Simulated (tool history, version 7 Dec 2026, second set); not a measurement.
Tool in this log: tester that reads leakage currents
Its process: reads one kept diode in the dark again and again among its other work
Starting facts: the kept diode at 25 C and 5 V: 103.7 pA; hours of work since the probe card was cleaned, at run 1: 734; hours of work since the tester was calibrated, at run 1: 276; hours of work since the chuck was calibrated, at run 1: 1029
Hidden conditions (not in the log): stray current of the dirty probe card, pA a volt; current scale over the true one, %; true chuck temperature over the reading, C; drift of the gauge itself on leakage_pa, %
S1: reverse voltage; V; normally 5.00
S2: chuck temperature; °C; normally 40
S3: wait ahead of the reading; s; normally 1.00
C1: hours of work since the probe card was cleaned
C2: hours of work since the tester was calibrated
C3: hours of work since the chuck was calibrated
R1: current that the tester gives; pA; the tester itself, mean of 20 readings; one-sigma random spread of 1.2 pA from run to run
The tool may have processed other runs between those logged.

{"run": 1, "hour": 0.0, "S1": 5.0, "S2": 40, "S3": 1.0, "C1": 734, "C2": 276, "C3": 1029, "R1": 457.16}
{"run": 2, "hour": 42.4, "S1": 5.0, "S2": 40, "S3": 1.0, "C1": 766, "C2": 308, "C3": 1061, "R1": 455.9}
{"run": 3, "hour": 82.4, "S1": 5.0, "S2": 40, "S3": 1.0, "C1": 796, "C2": 338, "C3": 1091, "R1": 459.64}
{"run": 4, "hour": 127.8, "S1": 1.03, "S2": 40, "S3": 1.0, "C1": 831, "C2": 373, "C3": 1126, "R1": 187.51}
{"run": 5, "hour": 197.2, "S1": 1.03, "S2": 40, "S3": 1.0, "C1": 883, "C2": 425, "C3": 1178, "R1": 188.81}
{"run": 6, "hour": 255.1, "S1": 5.0, "S2": 58, "S3": 1.0, "C1": 927, "C2": 469, "C3": 1222, "R1": 1943.14}
{"run": 7, "hour": 286.1, "S1": 5.0, "S2": 58, "S3": 1.0, "C1": 951, "C2": 492, "C3": 1245, "R1": 1944.91}
{"run": 8, "hour": 350.0, "S1": 5.0, "S2": 58, "S3": 1.0, "C1": 999, "C2": 541, "C3": 1294, "R1": 1957.78}
{"run": 9, "hour": 417.4, "S1": 5.0, "S2": 58, "S3": 1.0, "C1": 1050, "C2": 592, "C3": 1345, "R1": 1957.24}
{"run": 10, "hour": 454.1, "S1": 5.0, "S2": 58, "S3": 1.0, "C1": 1078, "C2": 620, "C3": 1373, "R1": 1968.16}
{"run": 11, "hour": 526.8, "S1": 5.0, "S2": 58, "S3": 1.0, "C1": 1133, "C2": 675, "C3": 1428, "R1": 1969.12}
{"run": 12, "hour": 572.9, "S1": 5.0, "S2": 43, "S3": 1.0, "C1": 1168, "C2": 709, "C3": 1463, "R1": 617.15}
{"run": 13, "hour": 630.7, "S1": 5.0, "S2": 43, "S3": 1.0, "C1": 1211, "C2": 753, "C3": 1506, "R1": 615.12}
{"run": 14, "hour": 683.6, "S1": 5.0, "S2": 40, "S3": 0.67, "C1": 1251, "C2": 793, "C3": 1546, "R1": 487.15}
{"run": 15, "hour": 722.0, "S1": 5.0, "S2": 40, "S3": 1.0, "C1": 1281, "C2": 822, "C3": 1575, "R1": 488.94}
{"run": 16, "hour": 790.5, "S1": 5.0, "S2": 40, "S3": 1.0, "C1": 1332, "C2": 874, "C3": 1627, "R1": 492.66}
{"hour": 822.1, "done": "chuck's temperature calibrated"}
{"run": 17, "hour": 835.8, "S1": 5.0, "S2": 26, "S3": 1.0, "C1": 1365, "C2": 907, "C3": 10, "R1": 117.6}
{"run": 18, "hour": 869.5, "S1": 5.0, "S2": 26, "S3": 1.0, "C1": 1391, "C2": 932, "C3": 36, "R1": 118.33}
{"run": 19, "hour": 903.8, "S1": 5.0, "S2": 40, "S3": 1.0, "C1": 1417, "C2": 958, "C3": 62, "R1": 396.91}
{"run": 20, "hour": 970.9, "S1": 5.0, "S2": 40, "S3": 1.0, "C1": 1467, "C2": 1009, "C3": 113, "R1": 400.14}
{"run": 21, "hour": 1012.7, "S1": 5.0, "S2": 39, "S3": 2.01, "C1": 1499, "C2": 1041, "C3": 144, "R1": 369.42}
{"run": 22, "hour": 1078.8, "S1": 5.0, "S2": 32, "S3": 5.77, "C1": 1549, "C2": 1091, "C3": 194, "R1": 203.28}
{"run": 23, "hour": 1114.4, "S1": 2.94, "S2": 31, "S3": 0.31, "C1": 1576, "C2": 1118, "C3": 221, "R1": 140.11}
{"run": 24, "hour": 1150.8, "S1": 13.65, "S2": 22, "S3": 6.98, "C1": 1604, "C2": 1145, "C3": 249, "R1": 157.36}
{"run": 25, "hour": 1188.9, "S1": 1.33, "S2": 40, "S3": 1.0, "C1": 1632, "C2": 1174, "C3": 278, "R1": 189.28}
{"hour": 1197.5, "done": "tester calibrated"}
{"run": 26, "hour": 1230.3, "S1": 3.25, "S2": 40, "S3": 1.0, "C1": 1662, "C2": 25, "C3": 307, "R1": 319.41}
{"run": 27, "hour": 1278.3, "S1": 3.79, "S2": 40, "S3": 0.51, "C1": 1699, "C2": 61, "C3": 344, "R1": 350.13}
{"run": 28, "hour": 1329.1, "S1": 1.58, "S2": 40, "S3": 1.0, "C1": 1737, "C2": 100, "C3": 382, "R1": 211.94}
{"run": 29, "hour": 1362.5, "S1": 1.58, "S2": 48, "S3": 1.0, "C1": 1762, "C2": 125, "C3": 407, "R1": 411.43}
{"run": 30, "hour": 1406.3, "S1": 5.0, "S2": 44, "S3": 0.69, "C1": 1795, "C2": 158, "C3": 441, "R1": 576.39}
{"run": 31, "hour": 1451.9, "S1": 11.43, "S2": 43, "S3": 2.45, "C1": 1830, "C2": 193, "C3": 475, "R1": 858.98}
{"run": 32, "hour": 1512.8, "S1": 3.69, "S2": 43, "S3": 9.21, "C1": 1876, "C2": 239, "C3": 521, "R1": 449.52}
{"run": 33, "hour": 1575.4, "S1": 5.0, "S2": 23, "S3": 1.0, "C1": 1923, "C2": 286, "C3": 569, "R1": 98.92}
{"hour": 1582.1, "done": "tester calibrated, once more"}
{"run": 34, "hour": 1634.2, "S1": 5.0, "S2": 23, "S3": 1.0, "C1": 1966, "C2": 39, "C3": 612, "R1": 100.69}
{"run": 35, "hour": 1694.0, "S1": 8.29, "S2": 45, "S3": 1.0, "C1": 2012, "C2": 85, "C3": 657, "R1": 866.07}
{"run": 36, "hour": 1745.4, "S1": 8.29, "S2": 45, "S3": 1.0, "C1": 2051, "C2": 124, "C3": 696, "R1": 869.68}
{"run": 37, "hour": 1816.4, "S1": 5.84, "S2": 53, "S3": 9.18, "C1": 2104, "C2": 177, "C3": 750, "R1": 1340.6}
{"run": 38, "hour": 1866.1, "S1": 5.84, "S2": 53, "S3": 9.18, "C1": 2142, "C2": 215, "C3": 787, "R1": 1353.64}
{"run": 39, "hour": 1929.0, "S1": 5.84, "S2": 33, "S3": 2.87, "C1": 2190, "C2": 263, "C3": 835, "R1": 267.63}
{"run": 40, "hour": 1978.4, "S1": 5.84, "S2": 33, "S3": 2.87, "C1": 2227, "C2": 300, "C3": 872, "R1": 269.73}

Hidden state or all else? Some run-to-run changes of R1, split into what the settings, what came in and random variation would give without the hidden state, and what is left for the hidden state (with any gauge scatter that isn't in both results):
Run 5 -> 6: S1 1.03 -> 5.00, S2 40 -> 58. R1 +1754.33 pA: hidden state +231.82, all else +1522.51.
Run 11 -> 12: S2 58 -> 43. R1 -1351.97 pA: hidden state -192.47, all else -1159.50.
Run 16 -> 17: S2 40 -> 26, chuck's temperature calibrated. R1 -375.06 pA: hidden state -92.67, all else -282.39.
Run 38 -> 39: S2 53 -> 33, S3 9.18 -> 2.87. R1 -1086.01 pA: hidden state -73.55, all else -1012.46.

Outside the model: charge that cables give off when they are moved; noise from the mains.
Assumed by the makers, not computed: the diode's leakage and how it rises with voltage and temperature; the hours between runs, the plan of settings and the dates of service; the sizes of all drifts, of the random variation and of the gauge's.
